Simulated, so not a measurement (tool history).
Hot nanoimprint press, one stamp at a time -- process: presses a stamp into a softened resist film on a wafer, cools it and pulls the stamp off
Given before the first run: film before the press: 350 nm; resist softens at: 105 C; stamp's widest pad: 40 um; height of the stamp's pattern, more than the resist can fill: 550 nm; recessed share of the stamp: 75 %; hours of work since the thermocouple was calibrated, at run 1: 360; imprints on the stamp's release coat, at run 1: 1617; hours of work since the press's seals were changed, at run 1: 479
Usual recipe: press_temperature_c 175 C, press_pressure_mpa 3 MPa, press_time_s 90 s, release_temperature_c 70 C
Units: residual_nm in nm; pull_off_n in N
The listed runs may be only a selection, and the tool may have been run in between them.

run,hour,press_temperature_c,press_pressure_mpa,press_time_s,release_temperature_c,hours of work since the thermocouple was calibrated,imprints on the stamp's release coat,hours of work since the press's seals were changed,residual_nm,pull_off_n
1,0,175,3,90,70,360,1617,479,186.2,280
2,34,175,3,90,76,386,1715,505,183.9,223
3,70.7,175,3,90,76,414,1820,533,184.7,234
4,110.7,175,3,90,76,445,1934,564,185,236
5,142.8,175,3,90,76,469,2026,588,183.8,241
6,179,175,3,90,76,497,2130,616,183.8,246
# hour 187.3: stamp cleaned and given a new release coat
7,207.4,175,3,90,76,514,57,633,185.1,153
8,234.3,175,3,90,76,535,134,653,184.5,158
9,270.2,175,3,90,76,562,237,681,184.3,164
10,292.6,175,3,90,76,579,301,698,184.4,162
11,311.8,175,3,90,76,594,356,713,183.8,166
# hour 323: plate thermocouple calibrated
12,334.4,175,3,90,76,9,412,728,181.3,168
13,358,175,3,90,76,27,480,746,182.8,164
14,396.6,175,3,90,76,56,590,775,180.9,179
15,429.8,175,3,48,70,81,685,800,216.5,210
# hour 441.7: plate thermocouple calibrated, once more
16,456.2,175,3,90,70,11,753,818,189.3,225
17,476.1,166,2.74,90,70,26,810,833,255.3,225
18,505.7,166,2.74,90,70,49,894,856,257.3,234
19,549.6,175,2.83,90,70,82,1020,889,194.2,245
20,568.8,168,3,46,70,97,1075,904,270.7,254
21,602.7,168,3,46,70,123,1172,930,271.1,250
22,632.2,184,3.23,90,65,145,1257,952,133.7,290
23,674.3,180,3,84,70,177,1377,984,163.2,257
24,711.1,169,4.48,140,76,205,1483,1013,162.6,224
25,732.4,169,4.48,140,76,222,1544,1029,163.1,221
26,760,169,4.48,140,76,243,1623,1050,163,220
27,779.7,178,2.76,68,77,258,1679,1065,193.2,221
28,816.9,178,3.51,45,77,286,1786,1093,193.4,220
29,857.3,175,3,91,70,317,1901,1124,186.5,284

For some of the steps in residual_nm from one run to the next: how much would appear even if the tool had no hidden state, given the settings, what came in and random variation, and how much remains for the hidden state plus any gauge scatter that the measured result and the result without hidden state don't share?
What the log doesn't record here: true temperature over the reading, C; pressure that arrives at the usual setting, %; grip of the stamp's worn release coat, % over a new coat's; drift of the gauge itself on residual_nm, %; drift of the gauge itself on pull_off_n, %.
Run 11 -> 12: plate thermocouple calibrated. residual_nm -2.5 nm: hidden state -2.1, all else -0.4.
Run 15 -> 16: press_time_s 48 -> 90, plate thermocouple calibrated, once more. residual_nm -27.2 nm: hidden state +8.2, all else -35.4.
Run 19 -> 20: press_temperature_c 175 -> 168, press_pressure_mpa 2.83 -> 3, press_time_s 90 -> 46. residual_nm +76.5 nm: hidden state -0.2, all else +76.7.
Run 21 -> 22: press_temperature_c 168 -> 184, press_pressure_mpa 3 -> 3.23, press_time_s 46 -> 90, release_temperature_c 70 -> 65. residual_nm -137.4 nm: hidden state +0.4, all else -137.8.
